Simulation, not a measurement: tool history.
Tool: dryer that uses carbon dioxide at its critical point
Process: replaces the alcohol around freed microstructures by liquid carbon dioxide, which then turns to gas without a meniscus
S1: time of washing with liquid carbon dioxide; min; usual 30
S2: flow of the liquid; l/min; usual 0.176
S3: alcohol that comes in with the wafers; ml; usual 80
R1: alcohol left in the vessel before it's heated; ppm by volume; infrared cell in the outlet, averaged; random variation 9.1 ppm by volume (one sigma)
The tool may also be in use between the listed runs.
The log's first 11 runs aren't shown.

{"run": 12, "hour": 225.1, "S1": 30, "S2": 0.176, "S3": 24, "R1": 280}
{"run": 13, "hour": 238.4, "S1": 30, "S2": 0.176, "S3": 80, "R1": 871}
{"run": 14, "hour": 265.5, "S1": 30, "S2": 0.176, "S3": 49, "R1": 596}
{"run": 15, "hour": 288.6, "S1": 30, "S2": 0.176, "S3": 49, "R1": 641}
{"run": 16, "hour": 309.1, "S1": 39, "S2": 0.204, "S3": 32, "R1": 88}
{"run": 17, "hour": 325.1, "S1": 24, "S2": 0.204, "S3": 74, "R1": 1298}
{"hour": 342.4, "done": "inlet filter changed"}
{"run": 18, "hour": 348.5, "S1": 24, "S2": 0.204, "S3": 74, "R1": 712}
{"run": 19, "hour": 369.0, "S1": 26, "S2": 0.204, "S3": 74, "R1": 515}
{"run": 20, "hour": 386.8, "S1": 30, "S2": 0.178, "S3": 80, "R1": 589}
{"run": 21, "hour": 400.2, "S1": 46, "S2": 0.176, "S3": 80, "R1": 101}
{"run": 22, "hour": 420.3, "S1": 30, "S2": 0.169, "S3": 34, "R1": 367}
{"run": 23, "hour": 445.6, "S1": 30, "S2": 0.241, "S3": 75, "R1": 151}
{"run": 24, "hour": 462.9, "S1": 30, "S2": 0.241, "S3": 75, "R1": 151}
{"run": 25, "hour": 483.0, "S1": 30, "S2": 0.241, "S3": 75, "R1": 148}
{"run": 26, "hour": 503.0, "S1": 30, "S2": 0.241, "S3": 75, "R1": 157}
{"run": 27, "hour": 520.1, "S1": 30, "S2": 0.234, "S3": 64, "R1": 172}
{"run": 28, "hour": 531.6, "S1": 26, "S2": 0.127, "S3": 58, "R1": 3412}
{"run": 29, "hour": 557.7, "S1": 28, "S2": 0.191, "S3": 27, "R1": 306}
{"run": 30, "hour": 575.9, "S1": 28, "S2": 0.191, "S3": 27, "R1": 317}

4 ways to go on from here, each from the tool as it stands after run 30. What would each give?
{"run": "A", "hour": 602.0, "S1": 28, "S2": 0.163, "S3": 27, "R1": "?"}
{"run": "B", "hour": 602.0, "S1": 19, "S2": 0.181, "S3": 27, "R1": "?"}
{"run": "C", "hour": 602.0, "S1": 28, "S2": 0.196, "S3": 26, "R1": "?"}
{"run": "D", "hour": 602.0, "S1": 32, "S2": 0.267, "S3": 71, "R1": "?"}

run=A R1=627
run=B R1=1478
run=C R1=290
run=D R1=102
Without the tool's hidden state the same runs would have given:
run=A R1=352
run=B R1=986
run=C R1=129
run=D R1=17

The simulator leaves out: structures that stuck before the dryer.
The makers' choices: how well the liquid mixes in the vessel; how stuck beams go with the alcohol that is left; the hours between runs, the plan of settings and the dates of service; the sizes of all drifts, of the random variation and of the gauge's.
